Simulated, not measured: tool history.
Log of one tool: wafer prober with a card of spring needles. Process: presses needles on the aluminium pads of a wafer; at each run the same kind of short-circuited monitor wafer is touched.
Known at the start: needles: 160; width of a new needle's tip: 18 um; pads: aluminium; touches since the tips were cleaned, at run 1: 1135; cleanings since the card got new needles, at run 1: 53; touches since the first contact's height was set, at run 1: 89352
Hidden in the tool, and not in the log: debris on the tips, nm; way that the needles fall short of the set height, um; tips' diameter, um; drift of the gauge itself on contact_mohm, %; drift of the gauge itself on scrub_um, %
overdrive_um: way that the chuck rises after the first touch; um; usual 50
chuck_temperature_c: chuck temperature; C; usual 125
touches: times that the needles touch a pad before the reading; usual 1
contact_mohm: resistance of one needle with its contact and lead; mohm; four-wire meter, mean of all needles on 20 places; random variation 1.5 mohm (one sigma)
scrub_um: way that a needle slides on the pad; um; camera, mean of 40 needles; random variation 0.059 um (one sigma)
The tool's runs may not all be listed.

run	hour	overdrive_um	chuck_temperature_c	touches	touches since the tips were cleaned	cleanings since the card got new needles	touches since the first contact's height was set	contact_mohm	scrub_um
1	0	50	125	1	1135	53	89352	139	7.04
# hour 22: tips cleaned on abrasive film
2	28.6	50	125	1	1083	54	94057	140	6.88
# hour 52.8: tips cleaned on abrasive film
3	68.1	50	125	1	2533	55	100566	142	7.05
# hour 83.8: tips cleaned on abrasive film
4	107	50	125	1	3819	56	106958	142	7.05
# hour 114.1: tips cleaned on abrasive film
# hour 144: tips cleaned on abrasive film
5	155.6	50	42	1	1922	58	114961	125	7.03
# hour 171.7: tips cleaned on abrasive film
# hour 202.8: tips cleaned on abrasive film
6	210.6	30	125	1	1292	60	124007	163	4.18
# hour 231: tips cleaned on abrasive film
7	237.2	30	125	1	1032	61	128377	162	4.15
# hour 260.6: tips cleaned on abrasive film
8	260.6	50	125	1	0	62	132227	137	6.99
# hour 289.9: tips cleaned on abrasive film
9	308	50	125	1	2993	63	140032	140	7.01
# hour 319.8: tips cleaned on abrasive film
10	337.9	50	125	2	2977	64	144941	141	7.02
# hour 351: tips cleaned on abrasive film
# hour 378.7: tips cleaned on abrasive film
11	385.5	31	125	1	1119	66	152773	166	4.35
# hour 408.7: tips cleaned on abrasive film
12	409.3	31	125	1	109	67	156690	162	4.39
13	434.5	31	125	1	4270	67	160851	162	4.31
# hour 437.4: tips cleaned on abrasive film
# hour 466.2: tips cleaned on abrasive film
14	477.3	41	125	1	1832	69	167869	147	5.74
# hour 492.9: height of the first contact set anew
# hour 497.4: tips cleaned on abrasive film
15	523.9	41	125	1	4381	70	5099	148	5.67
# hour 527.1: tips cleaned on abrasive film
# hour 555.2: tips cleaned on abrasive film
16	568.1	50	125	3	2138	72	12363	142	7.04
# hour 584.5: tips cleaned on abrasive film
17	606.3	50	125	3	3610	73	18656	142	6.97
# hour 612.3: tips cleaned on abrasive film
# hour 642.8: tips cleaned on abrasive film
18	650.9	48	125	1	1330	75	25976	142	6.77
# hour 672.9: tips cleaned on abrasive film
19	684.9	62	62	3	1987	76	31579	124	8.7
# hour 702.5: tips cleaned on abrasive film
20	708.2	62	62	3	936	77	35401	123	8.74
# hour 732.4: tips cleaned on abrasive film
21	741.4	33	125	1	1472	78	40860	159	4.64
# hour 762.7: tips cleaned on abrasive film
22	790	33	125	1	4503	79	48868	159	4.56
# hour 793.5: tips cleaned on abrasive film
# hour 821.8: tips cleaned on abrasive film
23	846.2	50	125	2	4015	81	58110	138	7
# hour 851.1: tips cleaned on abrasive film
24	875.4	52	125	2	4024	82	62927	141	7.27
# hour 880.1: tips cleaned on abrasive film
# hour 909.7: tips cleaned on abrasive film
25	920.8	50	125	1	1834	84	70378	142	7.05
# hour 938.3: tips cleaned on abrasive film
# hour 966.4: tips cleaned on abrasive film
26	966.4	52	27	1	8	86	77878	124	7.31
# hour 997.5: tips cleaned on abrasive film
27	1004.8	44	125	1	1194	87	84193	145	6.18
# hour 1029.4: tips cleaned on abrasive film
28	1035.2	44	125	1	953	88	89201	144	6.12
# hour 1058.8: tips cleaned on abrasive film
29	1070.2	57	49	3	1886	89	94968	125	7.9
# hour 1087.8: tips cleaned on abrasive film
# hour 1115.4: tips cleaned on abrasive film
30	1115.4	54	49	2	0	91	102385	127	7.65
# hour 1144.5: tips cleaned on abrasive film
31	1149.8	34	83	1	862	92	108043	149	4.8
# hour 1174.1: tips cleaned on abrasive film
32	1186.3	50	61	1	2027	93	114065	129	7.04
# hour 1203.6: tips cleaned on abrasive film
# hour 1235.5: tips cleaned on abrasive film
33	1237.5	64	34	2	332	95	122480	120	8.88

3 ways to go on from here, each from the tool as it stands after run 33. What would each give?
# hour 1263.9: tips cleaned on abrasive film
A	1288.6	65	124	1	4070	96	130891	?	?
# hour 1263.9: tips cleaned on abrasive film
B	1288.6	68	125	1	4070	96	130891	?	?
# hour 1263.9: tips cleaned on abrasive film
C	1288.6	64	104	2	4070	96	130891	?	?

run	contact_mohm	scrub_um
A	133	9.08
B	132	9.54
C	131	8.95
Without the tool's hidden state the same runs would have given:
run	contact_mohm	scrub_um
A	133	9.08
B	132	9.54
C	131	8.95

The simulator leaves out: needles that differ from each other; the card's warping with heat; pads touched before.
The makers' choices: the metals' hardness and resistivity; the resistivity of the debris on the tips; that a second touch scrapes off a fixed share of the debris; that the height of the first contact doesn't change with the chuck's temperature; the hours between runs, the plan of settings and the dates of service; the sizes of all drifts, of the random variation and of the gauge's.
